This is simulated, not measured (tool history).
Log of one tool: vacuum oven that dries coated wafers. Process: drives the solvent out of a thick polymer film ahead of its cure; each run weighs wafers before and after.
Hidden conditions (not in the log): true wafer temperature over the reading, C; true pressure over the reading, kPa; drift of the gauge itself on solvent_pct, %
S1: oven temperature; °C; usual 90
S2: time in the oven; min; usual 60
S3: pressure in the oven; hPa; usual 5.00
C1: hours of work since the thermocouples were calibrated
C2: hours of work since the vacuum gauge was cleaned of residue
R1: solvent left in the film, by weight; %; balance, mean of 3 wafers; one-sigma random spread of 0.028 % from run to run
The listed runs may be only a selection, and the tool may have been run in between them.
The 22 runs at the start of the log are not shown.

run,day,S1,S2,S3,C1,C2,R1
23,30.979,90,60,5.00,684,858,3.13
24,32.017,95,62,2.87,697,871,2.25
25,33.967,100,62,14.07,722,896,1.91
26,34.825,90,75,5.00,732,907,2.33
27,36.133,104,34,4.61,749,923,3.14
28,37.396,84,54,4.23,765,939,4.42
29,39.396,84,54,4.23,790,964,4.39
30,40.383,84,77,5.94,802,976,3.14
31,41.958,84,35,19.54,822,996,6.54
32,43.504,95,35,3.77,841,1015,4.36
33,45.171,75,60,5.00,862,1036,5.50
34,47.038,90,60,5.74,885,1060,3.07
35,48.379,90,55,5.74,902,1077,3.42
36,50.167,90,55,5.74,925,1099,3.43
# day 50.975: vacuum gauge cleaned of residue and calibrated
37,52.292,90,40,14.35,951,16,4.72
38,54.158,90,40,14.35,974,40,4.74
39,55.504,90,60,12.25,991,57,3.16
40,57.567,90,60,12.25,1017,83,3.16
41,59.408,91,41,2.85,1040,106,4.13
42,60.392,91,41,2.85,1052,118,4.11
43,61.933,92,57,5.00,1071,137,2.78
44,63.467,91,30,19.91,1091,157,5.74
45,65.504,90,49,3.07,1116,182,3.58
46,66.829,90,94,14.73,1133,199,1.85

Forecast each of these 5 alternatives for the next run:
A,68.838,79,55,3.98,1158,224,?
B,68.838,90,32,17.17,1158,224,?
C,68.838,102,94,3.83,1158,224,?
D,68.838,90,57,10.20,1158,224,?
E,68.838,97,35,6.19,1158,224,?

run,R1
A,4.86
B,5.58
C,0.54
D,3.24
E,3.88
Had the tool no hidden state, the same runs would have come out as:
run,R1
A,5.15
B,5.87
C,0.61
D,3.54
E,4.17
